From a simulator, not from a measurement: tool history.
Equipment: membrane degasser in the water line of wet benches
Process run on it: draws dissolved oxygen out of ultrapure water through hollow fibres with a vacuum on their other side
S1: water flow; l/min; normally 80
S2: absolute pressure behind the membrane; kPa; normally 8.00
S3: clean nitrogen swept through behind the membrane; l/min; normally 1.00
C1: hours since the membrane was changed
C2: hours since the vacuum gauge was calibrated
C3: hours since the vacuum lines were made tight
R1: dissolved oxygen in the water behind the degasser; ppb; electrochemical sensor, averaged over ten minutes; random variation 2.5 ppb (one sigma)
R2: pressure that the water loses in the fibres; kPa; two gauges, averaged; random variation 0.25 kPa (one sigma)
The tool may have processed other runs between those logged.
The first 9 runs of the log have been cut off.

Run 10, hour 278.5: usual settings; C1 1475; C2 243; C3 1187. Result: R1 637.9 ppb, R2 66.87 kPa.
Run 11, hour 328.4: usual settings; C1 1525; C2 293; C3 1237. Result: R1 635.7 ppb, R2 66.67 kPa.
Run 12, hour 352.1: usual settings; C1 1549; C2 317; C3 1261. Result: R1 636.9 ppb, R2 66.95 kPa.
Run 13, hour 392.5: usual settings; C1 1589; C2 357; C3 1301. Result: R1 643.9 ppb, R2 67.10 kPa.
Run 14, hour 442.0: usual settings; C1 1638; C2 407; C3 1351. Result: R1 638.4 ppb, R2 67.00 kPa.
Run 15, hour 468.5: usual settings; C1 1665; C2 433; C3 1377. Result: R1 637.9 ppb, R2 67.29 kPa.
Run 16, hour 521.4: usual settings; C1 1718; C2 486; C3 1430. Result: R1 640.2 ppb, R2 66.52 kPa.
Run 17, hour 563.5: usual settings; C1 1760; C2 528; C3 1472. Result: R1 636.4 ppb, R2 66.95 kPa.
Run 18, hour 613.6: usual settings but S2 11.49 kPa, S3 2.09 l/min; C1 1810; C2 578; C3 1522. Result: R1 638.8 ppb, R2 67.09 kPa.
Run 19, hour 643.9: usual settings but S2 7.25 kPa; C1 1840; C2 609; C3 1553. Result: R1 550.5 ppb, R2 66.81 kPa.
Run 20, hour 683.8: usual settings but S1 89 l/min, S2 15.01 kPa, S3 0.43 l/min; C1 1880; C2 649; C3 1593. Result: R1 2326.0 ppb, R2 74.31 kPa.
Run 21, hour 724.0: usual settings but S1 89 l/min, S2 15.01 kPa, S3 0.43 l/min; C1 1920; C2 689; C3 1633. Result: R1 2307.8 ppb, R2 74.73 kPa.
Run 22, hour 750.1: usual settings but S1 76 l/min, S2 15.01 kPa, S3 0.43 l/min; C1 1947; C2 715; C3 1659. Result: R1 2132.0 ppb, R2 64.03 kPa.
Run 23, hour 772.7: usual settings but S3 0.42 l/min; C1 1969; C2 738; C3 1682. Result: R1 1013.1 ppb, R2 66.93 kPa.
Run 24, hour 808.3: usual settings but S1 110 l/min, S2 13.62 kPa, S3 2.91 l/min; C1 2005; C2 773; C3 1717. Result: R1 849.4 ppb, R2 92.67 kPa.
Run 25, hour 843.0: usual settings but S1 110 l/min, S2 13.62 kPa, S3 2.91 l/min; C1 2039; C2 808; C3 1752. Result: R1 845.6 ppb, R2 92.35 kPa.
Run 26, hour 871.8: usual settings but S1 93 l/min, S2 9.02 kPa; C1 2068; C2 837; C3 1781. Result: R1 860.0 ppb, R2 78.42 kPa.
Run 27, hour 907.1: usual settings but S1 93 l/min, S2 9.02 kPa; C1 2104; C2 872; C3 1816. Result: R1 858.0 ppb, R2 77.79 kPa.
Run 28, hour 948.8: usual settings but S1 93 l/min, S2 9.02 kPa; C1 2145; C2 914; C3 1858. Result: R1 857.5 ppb, R2 78.25 kPa.
Run 29, hour 991.8: usual settings but S1 93 l/min, S2 9.02 kPa; C1 2188; C2 957; C3 1901. Result: R1 854.1 ppb, R2 77.96 kPa.
Run 30, hour 1024.4: usual settings but S1 93 l/min, S2 9.02 kPa; C1 2221; C2 989; C3 1933. Result: R1 861.0 ppb, R2 78.20 kPa.
Run 31, hour 1053.6: usual settings but S1 93 l/min, S2 9.02 kPa; C1 2250; C2 1018; C3 1962. Result: R1 862.9 ppb, R2 78.25 kPa.
Run 32, hour 1107.8: usual settings but S1 93 l/min, S2 9.02 kPa; C1 2304; C2 1073; C3 2017. Result: R1 853.1 ppb, R2 78.18 kPa.

Forecast each of these 3 alternatives for the next run:
Run A, hour 1134.2: usual settings but S1 93 l/min, S2 19.23 kPa; C1 2331; C2 1099; C3 2043. Result: R1 ?, R2 ?.
Run B, hour 1134.2: usual settings but S1 86 l/min, S2 6.46 kPa, S3 1.84 l/min; C1 2331; C2 1099; C3 2043. Result: R1 ?, R2 ?.
Run C, hour 1134.2: usual settings but S2 5.30 kPa, S3 1.03 l/min; C1 2331; C2 1099; C3 2043. Result: R1 ?, R2 ?.

run      R1     R2
  A  1998.7  77.94
  B   335.3  72.62
  C   304.8  66.98
Without the tool's hidden state the same runs would have given:
run      R1     R2
  A  1997.8  76.95
  B   331.9  71.71
  C   302.2  66.14
